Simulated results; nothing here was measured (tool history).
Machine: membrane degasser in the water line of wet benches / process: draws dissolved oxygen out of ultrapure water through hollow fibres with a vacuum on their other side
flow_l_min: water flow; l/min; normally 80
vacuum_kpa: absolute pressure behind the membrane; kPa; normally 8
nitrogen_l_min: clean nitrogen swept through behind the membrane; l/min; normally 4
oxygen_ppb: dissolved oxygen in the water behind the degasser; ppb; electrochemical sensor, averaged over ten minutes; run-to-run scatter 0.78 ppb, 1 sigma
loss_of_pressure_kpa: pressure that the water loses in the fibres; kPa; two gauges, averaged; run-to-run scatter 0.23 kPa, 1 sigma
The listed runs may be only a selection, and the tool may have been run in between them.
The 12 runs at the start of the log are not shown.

run 13 day=36.354 | flow_l_min=80 vacuum_kpa=8 nitrogen_l_min=4 | oxygen_ppb=215.9 loss_of_pressure_kpa=62.28
run 14 day=38.988 | flow_l_min=80 vacuum_kpa=8 nitrogen_l_min=2.56 | oxygen_ppb=312.4 loss_of_pressure_kpa=62.59
run 15 day=41.854 | flow_l_min=80 vacuum_kpa=8 nitrogen_l_min=2.56 | oxygen_ppb=311.6 loss_of_pressure_kpa=61.92
run 16 day=45.5 | flow_l_min=80 vacuum_kpa=8 nitrogen_l_min=8.75 | oxygen_ppb=109.5 loss_of_pressure_kpa=62.03
run 17 day=48.529 | flow_l_min=49 vacuum_kpa=8 nitrogen_l_min=9.49 | oxygen_ppb=61.3 loss_of_pressure_kpa=38.15
run 18 day=51.346 | flow_l_min=49 vacuum_kpa=8 nitrogen_l_min=9.49 | oxygen_ppb=61.2 loss_of_pressure_kpa=38.36
run 19 day=54.783 | flow_l_min=51 vacuum_kpa=18.3 nitrogen_l_min=2.29 | oxygen_ppb=692.9 loss_of_pressure_kpa=39.49
run 20 day=57.692 | flow_l_min=50 vacuum_kpa=18.3 nitrogen_l_min=2.29 | oxygen_ppb=684.2 loss_of_pressure_kpa=39.22
run 21 day=60.792 | flow_l_min=77 vacuum_kpa=8 nitrogen_l_min=4 | oxygen_ppb=210.2 loss_of_pressure_kpa=60.92
run 22 day=64.904 | flow_l_min=90 vacuum_kpa=8 nitrogen_l_min=10.08 | oxygen_ppb=113.8 loss_of_pressure_kpa=70.33
run 23 day=69.167 | flow_l_min=90 vacuum_kpa=8 nitrogen_l_min=10.08 | oxygen_ppb=113.5 loss_of_pressure_kpa=70.28
-- day=70.629 seals of the vacuum lines changed
run 24 day=73.021 | flow_l_min=87 vacuum_kpa=8.77 nitrogen_l_min=9.2 | oxygen_ppb=132.8 loss_of_pressure_kpa=67.74
run 25 day=76.054 | flow_l_min=49 vacuum_kpa=15.45 nitrogen_l_min=4.77 | oxygen_ppb=289.2 loss_of_pressure_kpa=38.46
run 26 day=78.858 | flow_l_min=64 vacuum_kpa=8 nitrogen_l_min=6.96 | oxygen_ppb=107.5 loss_of_pressure_kpa=50.13
run 27 day=81.012 | flow_l_min=109 vacuum_kpa=10.91 nitrogen_l_min=1.62 | oxygen_ppb=872.8 loss_of_pressure_kpa=85.16
run 28 day=84.321 | flow_l_min=109 vacuum_kpa=10.91 nitrogen_l_min=1.62 | oxygen_ppb=885.4 loss_of_pressure_kpa=85.24
run 29 day=86.771 | flow_l_min=109 vacuum_kpa=10.91 nitrogen_l_min=1.62 | oxygen_ppb=882.3 loss_of_pressure_kpa=85.41
run 30 day=90.508 | flow_l_min=109 vacuum_kpa=10.91 nitrogen_l_min=1.62 | oxygen_ppb=883.3 loss_of_pressure_kpa=85.15
run 31 day=94.154 | flow_l_min=109 vacuum_kpa=10.91 nitrogen_l_min=1.62 | oxygen_ppb=887.5 loss_of_pressure_kpa=85.19

Here are 4 independent what-if runs from the current tool condition. What would each one return?
run A day=97.108 | flow_l_min=93 vacuum_kpa=6.7 nitrogen_l_min=4 | oxygen_ppb=? loss_of_pressure_kpa=?
run B day=97.108 | flow_l_min=109 vacuum_kpa=19.54 nitrogen_l_min=1.93 | oxygen_ppb=? loss_of_pressure_kpa=?
run C day=97.108 | flow_l_min=80 vacuum_kpa=6.4 nitrogen_l_min=4 | oxygen_ppb=? loss_of_pressure_kpa=?
run D day=97.108 | flow_l_min=60 vacuum_kpa=14.57 nitrogen_l_min=4 | oxygen_ppb=? loss_of_pressure_kpa=?

run=A oxygen_ppb=194.1 loss_of_pressure_kpa=72.92
run=B oxygen_ppb=1504.3 loss_of_pressure_kpa=85.55
run=C oxygen_ppb=150.7 loss_of_pressure_kpa=62.79
run=D oxygen_ppb=380 loss_of_pressure_kpa=47.11
The same runs, with their run-to-run variation unchanged, on a tool lacking any hidden condition would have given:
run=A oxygen_ppb=184.1 loss_of_pressure_kpa=69.74
run=B oxygen_ppb=1489.1 loss_of_pressure_kpa=81.81
run=C oxygen_ppb=143.2 loss_of_pressure_kpa=60.04
run=D oxygen_ppb=375 loss_of_pressure_kpa=45.05
